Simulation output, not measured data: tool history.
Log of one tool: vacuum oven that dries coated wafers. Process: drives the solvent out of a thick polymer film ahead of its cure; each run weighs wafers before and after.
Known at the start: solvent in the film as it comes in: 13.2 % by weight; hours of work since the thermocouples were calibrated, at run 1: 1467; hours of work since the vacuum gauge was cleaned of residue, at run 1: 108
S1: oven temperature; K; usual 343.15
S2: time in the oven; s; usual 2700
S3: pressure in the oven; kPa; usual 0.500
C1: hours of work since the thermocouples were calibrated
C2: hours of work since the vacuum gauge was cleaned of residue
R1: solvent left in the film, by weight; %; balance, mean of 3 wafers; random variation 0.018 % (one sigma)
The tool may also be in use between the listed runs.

| run | hour | S1 | S2 | S3 | C1 | C2 | R1 |
|---|---|---|---|---|---|---|---|
| 1 | 0.0 | 343.15 | 2700 | 0.500 | 1467 | 108 | 0.94 |
| 2 | 26.8 | 343.15 | 2700 | 0.500 | 1481 | 122 | 0.95 |
| 3 | 61.9 | 343.15 | 2700 | 0.500 | 1499 | 141 | 0.98 |
| 4 | 82.0 | 343.15 | 2700 | 0.928 | 1510 | 151 | 1.06 |
| 5 | 103.9 | 343.15 | 3300 | 0.500 | 1521 | 163 | 0.59 |
| 6 | 148.8 | 343.15 | 3300 | 0.500 | 1545 | 186 | 0.60 |
| 7 | 194.1 | 343.15 | 3300 | 0.500 | 1569 | 210 | 0.59 |
| 8 | 233.5 | 343.15 | 1980 | 0.500 | 1589 | 230 | 1.78 |
| 9 | 253.4 | 343.15 | 1980 | 0.500 | 1600 | 241 | 1.77 |
| 10 | 273.7 | 328.15 | 2700 | 0.500 | 1610 | 251 | 3.26 |
|  | 292.6 | oven's thermocouples calibrated |
| 11 | 297.6 | 343.15 | 2700 | 0.628 | 3 | 263 | 0.99 |
| 12 | 340.9 | 343.15 | 2700 | 0.628 | 25 | 286 | 0.97 |
| 13 | 377.3 | 343.15 | 2700 | 0.628 | 44 | 305 | 0.98 |
| 14 | 421.1 | 347.15 | 1560 | 0.830 | 67 | 328 | 1.96 |
| 15 | 443.1 | 347.15 | 1560 | 0.407 | 79 | 339 | 1.92 |
| 16 | 486.4 | 347.15 | 1560 | 1.309 | 101 | 362 | 2.07 |
| 17 | 525.8 | 347.15 | 1560 | 1.309 | 122 | 382 | 2.08 |
| 18 | 570.4 | 330.15 | 2640 | 0.452 | 145 | 406 | 2.91 |
| 19 | 602.7 | 330.15 | 2640 | 0.452 | 162 | 423 | 2.94 |
| 20 | 632.6 | 341.15 | 4440 | 0.595 | 178 | 438 | 0.38 |
| 21 | 656.0 | 341.15 | 4440 | 0.595 | 190 | 451 | 0.37 |
| 22 | 687.7 | 335.15 | 1860 | 0.500 | 207 | 467 | 3.35 |
| 23 | 730.0 | 338.15 | 2400 | 0.319 | 229 | 489 | 1.88 |
| 24 | 772.8 | 338.15 | 3480 | 0.319 | 251 | 512 | 0.91 |
| 25 | 798.5 | 329.15 | 3600 | 1.107 | 265 | 525 | 2.24 |

3 ways to go on from here, each from the tool as it stands after run 25. What would each give?
| A | 826.2 | 347.15 | 1680 | 0.755 | 279 | 540 | ? |
| B | 826.2 | 329.15 | 3600 | 1.083 | 279 | 540 | ? |
| C | 826.2 | 352.15 | 1440 | 0.615 | 279 | 540 | ? |

| run | R1 |
|---|---|
| A | 1.76 |
| B | 2.25 |
| C | 1.51 |
Without the tool's hidden state the same runs would have given:
| run | R1 |
|---|---|
| A | 1.76 |
| B | 2.25 |
| C | 1.51 |
